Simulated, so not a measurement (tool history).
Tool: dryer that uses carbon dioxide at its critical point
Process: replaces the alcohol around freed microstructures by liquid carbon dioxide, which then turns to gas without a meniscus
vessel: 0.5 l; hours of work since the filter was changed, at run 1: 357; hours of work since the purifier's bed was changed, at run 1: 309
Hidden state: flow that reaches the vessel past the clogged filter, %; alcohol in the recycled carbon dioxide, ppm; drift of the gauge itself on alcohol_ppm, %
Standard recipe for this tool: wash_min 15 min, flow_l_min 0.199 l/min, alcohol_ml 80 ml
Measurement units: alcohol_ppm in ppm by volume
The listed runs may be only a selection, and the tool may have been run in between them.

run    hour  wash_min  flow_l_min  alcohol_ml  hours of work since the filter was changed  hours of work since the purifier's bed was changed  alcohol_ppm
  1     0.0        15       0.199          80                                         357                                                 309         1877
  2    48.7        15       0.199          80                                         389                                                 341         1938
  3    74.8        15       0.158          80                                         405                                                 357         4888
  4   118.2        15       0.158          80                                         433                                                 385         5179
  5   157.1        15       0.158          80                                         458                                                 410         5253
  6   189.1        15       0.199          37                                         479                                                 431         1127
      200.3  -- inlet filter changed
  7   210.2        15       0.199          25                                           6                                                 444          387
  8   245.1        15       0.199          80                                          29                                                 466         1110
  9   273.4        15       0.199          80                                          47                                                 485         1179
 10   308.0        15       0.199          80                                          69                                                 507         1189
 11   348.0        15       0.199          80                                          95                                                 533         1239
 12   391.1        15       0.199          80                                         123                                                 560         1296
 13   411.9        15       0.199          47                                         136                                                 574          849
 14   460.8        15       0.199          47                                         168                                                 605          917
 15   486.0        17       0.199          80                                         184                                                 621          837
 16   514.3        17       0.199          80                                         202                                                 640          888
 17   557.0        17       0.219          80                                         230                                                 667          602
 18   606.4        17       0.219          80                                         261                                                 699          673
 19   637.7        15       0.199          98                                         282                                                 719         2148
 20   662.9        15       0.158          80                                         298                                                 735         4409
 21   699.1        15       0.199          80                                         321                                                 759         1925
      715.7  -- purifier's bed changed
 22   746.8        15       0.199          80                                         350                                                  20         1797
 23   795.9        15       0.199          80                                         381                                                  52         1915
 24   819.1        15       0.199          59                                         396                                                  67         1470
 25   858.5        17       0.277          77                                         422                                                  92          186
 26   892.3        10       0.130         117                                         444                                                 114        36379
 27   917.0        10       0.130         117                                         459                                                 130        35323
 28   954.0        14       0.327          80                                         483                                                 153          303
      957.8  -- inlet filter changed
 29   999.2        10       0.173          79                                          27                                                 182         8302
 30  1036.8        15       0.199          33                                          51                                                 206          483
 31  1066.0        15       0.211          33                                          70                                                 225          375
 32  1093.2        24       0.211          30                                          87                                                 242           81
 33  1115.7        24       0.211          30                                         102                                                 257           84
 34  1157.2        21       0.199          80                                         128                                                 284          244
 35  1198.9        20       0.170          39                                         155                                                 310          378
 36  1232.6        20       0.170          39                                         177                                                 332          401
 37  1280.9        20       0.122          67                                         208                                                 363         2698
 38  1308.7        14       0.306          67                                         226                                                 381          263
 39  1333.9        22       0.199          97                                         242                                                 397          305
 40  1375.7        22       0.199          97                                         269                                                 424          327
 41  1407.2        19       0.156          25                                         289                                                 444          619
 42  1452.7        19       0.156          25                                         319                                                 474          665
 43  1500.7        15       0.199          99                                         349                                                 505         2329
 44  1538.5        14       0.199          80                                         374                                                 529         2677
 45  1562.2        14       0.199          80                                         389                                                 544         2690
 46  1594.9        15       0.148          24                                         410                                                 565         1928

For some of the steps in alcohol_ppm from one run to the next: how much would appear even if the tool had no hidden state, given the settings, what came in and random variation, and how much remains for the hidden state plus any gauge scatter that the measured result and the result without hidden state don't share?
Run 5 -> 6: flow_l_min 0.158 -> 0.199, alcohol_ml 80 -> 37. alcohol_ppm -4126 ppm by volume: hidden state -1948, all else -2178.
Run 25 -> 26: wash_min 17 -> 10, flow_l_min 0.277 -> 0.130, alcohol_ml 77 -> 117. alcohol_ppm +36193 ppm by volume: hidden state +11295, all else +24898.
Run 27 -> 28: wash_min 10 -> 14, flow_l_min 0.130 -> 0.327, alcohol_ml 117 -> 80. alcohol_ppm -35020 ppm by volume: hidden state -11211, all else -23809.
Run 28 -> 29: wash_min 14 -> 10, flow_l_min 0.327 -> 0.173, alcohol_ml 80 -> 79, inlet filter changed. alcohol_ppm +7999 ppm by volume: hidden state +67, all else +7932.
